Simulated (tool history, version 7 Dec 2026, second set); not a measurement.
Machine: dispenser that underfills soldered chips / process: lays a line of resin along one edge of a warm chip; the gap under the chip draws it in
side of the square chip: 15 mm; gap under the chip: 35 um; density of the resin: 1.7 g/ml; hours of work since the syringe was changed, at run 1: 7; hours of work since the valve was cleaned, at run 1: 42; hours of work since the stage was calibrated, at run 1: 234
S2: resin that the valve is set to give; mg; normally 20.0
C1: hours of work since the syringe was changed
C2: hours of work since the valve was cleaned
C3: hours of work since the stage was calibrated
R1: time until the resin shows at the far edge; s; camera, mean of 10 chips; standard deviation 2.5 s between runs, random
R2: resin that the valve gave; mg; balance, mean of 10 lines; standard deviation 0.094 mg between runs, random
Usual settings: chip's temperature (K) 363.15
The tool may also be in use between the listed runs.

Run 1, day 0.000: usual settings; C1 7; C2 42; C3 234. Result: R1 461.4 s, R2 19.20 mg.
Run 2, day 0.167: usual settings; C1 9; C2 45; C3 237. Result: R1 571.7 s, R2 19.08 mg.
At day 0.212: new syringe of resin.
Run 3, day 0.362: usual settings; C1 2; C2 48; C3 239. Result: R1 314.4 s, R2 19.23 mg.
Run 4, day 0.612: usual settings but S2 17.3 mg; C1 6; C2 51; C3 243. Result: R1 452.4 s, R2 16.55 mg.
At day 0.875: new syringe of resin.
Run 5, day 1.017: usual settings but S2 24.6 mg; C1 2; C2 57; C3 249. Result: R1 303.8 s, R2 23.20 mg.
Run 6, day 1.379: usual settings but S2 25.6 mg; C1 7; C2 62; C3 254. Result: R1 495.1 s, R2 24.33 mg.
At day 1.533: new syringe of resin.
Run 7, day 1.667: usual settings but S2 25.6 mg; C1 2; C2 67; C3 258. Result: R1 302.1 s, R2 24.19 mg.
Run 8, day 1.900: usual settings; C1 5; C2 70; C3 262. Result: R1 416.7 s, R2 18.80 mg.
Run 9, day 2.162: usual settings but S2 18.6 mg; C1 9; C2 74; C3 266. Result: R1 595.9 s, R2 17.34 mg.
At day 2.196: new syringe of resin.
Run 10, day 2.517: usual settings but S2 18.6 mg; C1 5; C2 79; C3 271. Result: R1 406.2 s, R2 17.27 mg.
Run 11, day 2.733: usual settings but S2 18.6 mg; C1 8; C2 82; C3 274. Result: R1 545.7 s, R2 17.32 mg.
At day 2.850: new syringe of resin.
Run 12, day 3.117: usual settings but S2 18.6 mg; C1 4; C2 88; C3 279. Result: R1 371.5 s, R2 17.05 mg.
Run 13, day 3.417: usual settings but S2 18.6 mg; C1 8; C2 92; C3 284. Result: R1 554.1 s, R2 17.23 mg.
At day 3.512: new syringe of resin.
Run 14, day 3.692: usual settings; C1 3; C2 96; C3 288. Result: R1 335.4 s, R2 18.23 mg.
At day 3.762: dispensing valve cleaned and set on the balance.
Run 15, day 3.971: usual settings but chip's temperature (K) 357.15; C1 6; C2 3; C3 291. Result: R1 574.2 s, R2 19.84 mg.
At day 4.229: new syringe of resin.
Run 16, day 4.329: usual settings but chip's temperature (K) 357.15; C1 1; C2 8; C3 296. Result: R1 361.6 s, R2 19.92 mg.
Run 17, day 4.658: usual settings but chip's temperature (K) 357.15; C1 6; C2 13; C3 301. Result: R1 566.5 s, R2 19.67 mg.
At day 4.900: new syringe of resin.
Run 18, day 4.988: usual settings but chip's temperature (K) 357.15; C1 1; C2 18; C3 306. Result: R1 365.8 s, R2 19.64 mg.
Run 19, day 5.258: usual settings but chip's temperature (K) 353.15, S2 22.5 mg; C1 5; C2 22; C3 310. Result: R1 600.5 s, R2 22.10 mg.
Run 20, day 5.475: usual settings but chip's temperature (K) 353.15, S2 22.5 mg; C1 8; C2 25; C3 313. Result: R1 788.7 s, R2 21.95 mg.
At day 5.592: new syringe of resin.
Run 21, day 5.650: usual settings but chip's temperature (K) 353.15, S2 22.5 mg; C1 1; C2 27; C3 316. Result: R1 399.2 s, R2 21.89 mg.
Run 22, day 5.988: usual settings but chip's temperature (K) 353.15, S2 22.5 mg; C1 6; C2 32; C3 321. Result: R1 621.7 s, R2 22.02 mg.
At day 6.271: new syringe of resin.
Run 23, day 6.292: usual settings but chip's temperature (K) 376.15, S2 18.6 mg; C1 0; C2 37; C3 325. Result: R1 165.9 s, R2 18.16 mg.
Run 24, day 6.538: usual settings but chip's temperature (K) 370.15, S2 22.2 mg; C1 4; C2 40; C3 329. Result: R1 284.6 s, R2 21.23 mg.
At day 6.929: new syringe of resin.
Run 25, day 6.929: usual settings but chip's temperature (K) 357.15, S2 22.8 mg; C1 0; C2 46; C3 334. Result: R1 321.5 s, R2 21.79 mg.
Run 26, day 7.271: usual settings but chip's temperature (K) 350.15, S2 20.3 mg; C1 5; C2 51; C3 339. Result: R1 668.5 s, R2 19.41 mg.
Run 27, day 7.462: usual settings but chip's temperature (K) 350.15, S2 20.3 mg; C1 8; C2 54; C3 342. Result: R1 885.9 s, R2 19.53 mg.
At day 7.600: new syringe of resin.
Run 28, day 7.679: usual settings but chip's temperature (K) 350.15, S2 20.3 mg; C1 1; C2 57; C3 345. Result: R1 485.1 s, R2 19.34 mg.
Run 29, day 7.988: usual settings but chip's temperature (K) 372.15, S2 25.1 mg; C1 6; C2 62; C3 350. Result: R1 301.2 s, R2 23.67 mg.
Run 30, day 8.179: usual settings but chip's temperature (K) 372.15, S2 26.0 mg; C1 9; C2 64; C3 353. Result: R1 392.9 s, R2 24.61 mg.
At day 8.283: new syringe of resin.
Run 31, day 8.571: usual settings but chip's temperature (K) 372.15, S2 23.0 mg; C1 4; C2 70; C3 358. Result: R1 267.4 s, R2 21.50 mg.
At day 8.942: new syringe of resin.
Run 32, day 8.967: usual settings but chip's temperature (K) 367.15, S2 17.5 mg; C1 0; C2 76; C3 364. Result: R1 249.9 s, R2 16.49 mg.
Run 33, day 9.138: usual settings but chip's temperature (K) 367.15, S2 17.5 mg; C1 3; C2 78; C3 367. Result: R1 307.2 s, R2 16.43 mg.
Run 34, day 9.508: usual settings but chip's temperature (K) 367.15, S2 17.5 mg; C1 8; C2 84; C3 372. Result: R1 510.1 s, R2 16.36 mg.
At day 9.621: new syringe of resin.
Run 35, day 9.925: usual settings but chip's temperature (K) 352.15; C1 5; C2 90; C3 378. Result: R1 617.4 s, R2 18.40 mg.

Take each entry between the runs: how does the hidden state at the last listed run before it differ from the hidden state at the first listed run after it?
After run 2, before run 3: new syringe of resin (day 0.212)
  resin's viscosity, % of fresh resin's: 225.9 -> 124.6; dose that the valve gives, % of what is set: 95.93 -> 95.71; true chip temperature over the reading, C: -0.57 -> -0.58
  the result without the hidden state subtracted from the measured one, R1: +326.1 -> +69.4 s; R2: -0.81 -> -0.86 mg
After run 4, before run 5: new syringe of resin (day 0.875)
  resin's viscosity, % of fresh resin's: 174.1 -> 121.2; dose that the valve gives, % of what is set: 95.4 -> 94.95; true chip temperature over the reading, C: -0.59 -> -0.61
  the result without the hidden state subtracted from the measured one, R1: +202.4 -> +59.7 s; R2: -0.80 -> -1.23 mg
After run 6, before run 7: new syringe of resin (day 1.533)
  resin's viscosity, % of fresh resin's: 196.5 -> 119.3; dose that the valve gives, % of what is set: 94.54 -> 94.2; true chip temperature over the reading, C: -0.63 -> -0.64
  the result without the hidden state subtracted from the measured one, R1: +249.7 -> +55.6 s; R2: -1.40 -> -1.49 mg
After run 9, before run 10: new syringe of resin (day 2.196)
  resin's viscosity, % of fresh resin's: 229.9 -> 154.3; dose that the valve gives, % of what is set: 93.61 -> 93.15; true chip temperature over the reading, C: -0.67 -> -0.69
  the result without the hidden state subtracted from the measured one, R1: +347.4 -> +154.4 s; R2: -1.18 -> -1.27 mg
After run 11, before run 12: new syringe of resin (day 2.850)
  resin's viscosity, % of fresh resin's: 205.5 -> 140.9; dose that the valve gives, % of what is set: 92.91 -> 92.49; true chip temperature over the reading, C: -0.7 -> -0.72
  the result without the hidden state subtracted from the measured one, R1: +292.1 -> +120.4 s; R2: -1.32 -> -1.38 mg
After run 13, before run 14: new syringe of resin (day 3.512)
  resin's viscosity, % of fresh resin's: 210.6 -> 130.2; dose that the valve gives, % of what is set: 92.08 -> 91.76; true chip temperature over the reading, C: -0.74 -> -0.75
  the result without the hidden state subtracted from the measured one, R1: +303.9 -> +89.2 s; R2: -1.48 -> -1.64 mg
After run 14, before run 15: dispensing valve cleaned and set on the balance (day 3.762)
  resin's viscosity, % of fresh resin's: 130.2 -> 179.1; dose that the valve gives, % of what is set: 91.76 -> 99.51; true chip temperature over the reading, C: -0.75 -> -0.77
  the result without the hidden state subtracted from the measured one, R1: +89.2 -> +263.3 s; R2: -1.64 -> -0.10 mg
After run 15, before run 16: new syringe of resin (day 4.229)
  resin's viscosity, % of fresh resin's: 179.1 -> 113; dose that the valve gives, % of what is set: 99.51 -> 99.07; true chip temperature over the reading, C: -0.77 -> -0.79
  the result without the hidden state subtracted from the measured one, R1: +263.3 -> +51.9 s; R2: -0.10 -> -0.18 mg
After run 17, before run 18: new syringe of resin (day 4.900)
  resin's viscosity, % of fresh resin's: 175.6 -> 111.5; dose that the valve gives, % of what is set: 98.64 -> 98.27; true chip temperature over the reading, C: -0.8 -> -0.82
  the result without the hidden state subtracted from the measured one, R1: +254.5 -> +49.1 s; R2: -0.27 -> -0.34 mg
After run 20, before run 21: new syringe of resin (day 5.592)
  resin's viscosity, % of fresh resin's: 212.5 -> 106.5; dose that the valve gives, % of what is set: 97.67 -> 97.46; true chip temperature over the reading, C: -0.85 -> -0.86
  the result without the hidden state subtracted from the measured one, R1: +430.7 -> +37.8 s; R2: -0.52 -> -0.57 mg
After run 22, before run 23: new syringe of resin (day 6.271)
  resin's viscosity, % of fresh resin's: 166.3 -> 103.4; dose that the valve gives, % of what is set: 97.09 -> 96.74; true chip temperature over the reading, C: -0.87 -> -0.89
  the result without the hidden state subtracted from the measured one, R1: +261.8 -> +11.6 s; R2: -0.67 -> -0.61 mg
After run 24, before run 25: new syringe of resin (day 6.929)
  resin's viscosity, % of fresh resin's: 143.8 -> 100.9; dose that the valve gives, % of what is set: 96.44 -> 96; true chip temperature over the reading, C: -0.9 -> -0.92
  the result without the hidden state subtracted from the measured one, R1: +93.9 -> +15.2 s; R2: -0.78 -> -0.91 mg
After run 27, before run 28: new syringe of resin (day 7.600)
  resin's viscosity, % of fresh resin's: 205.4 -> 111.5; dose that the valve gives, % of what is set: 95.38 -> 95.14; true chip temperature over the reading, C: -0.95 -> -0.96
  the result without the hidden state subtracted from the measured one, R1: +474.3 -> +70.4 s; R2: -0.94 -> -0.99 mg
After run 30, before run 31: new syringe of resin (day 8.283)
  resin's viscosity, % of fresh resin's: 216.6 -> 147.6; dose that the valve gives, % of what is set: 94.54 -> 94.1; true chip temperature over the reading, C: -0.99 -> -1.01
  the result without the hidden state subtracted from the measured one, R1: +218.0 -> +93.7 s; R2: -1.43 -> -1.35 mg
After run 31, before run 32: new syringe of resin (day 8.942)
  resin's viscosity, % of fresh resin's: 147.6 -> 105.1; dose that the valve gives, % of what is set: 94.1 -> 93.68; true chip temperature over the reading, C: -1.01 -> -1.03
  the result without the hidden state subtracted from the measured one, R1: +93.7 -> +25.9 s; R2: -1.35 -> -1.11 mg
After run 34, before run 35: new syringe of resin (day 9.621)
  resin's viscosity, % of fresh resin's: 216.2 -> 151.2; dose that the valve gives, % of what is set: 93.07 -> 92.64; true chip temperature over the reading, C: -1.06 -> -1.08
  the result without the hidden state subtracted from the measured one, R1: +288.8 -> +232.1 s; R2: -1.21 -> -1.46 mg

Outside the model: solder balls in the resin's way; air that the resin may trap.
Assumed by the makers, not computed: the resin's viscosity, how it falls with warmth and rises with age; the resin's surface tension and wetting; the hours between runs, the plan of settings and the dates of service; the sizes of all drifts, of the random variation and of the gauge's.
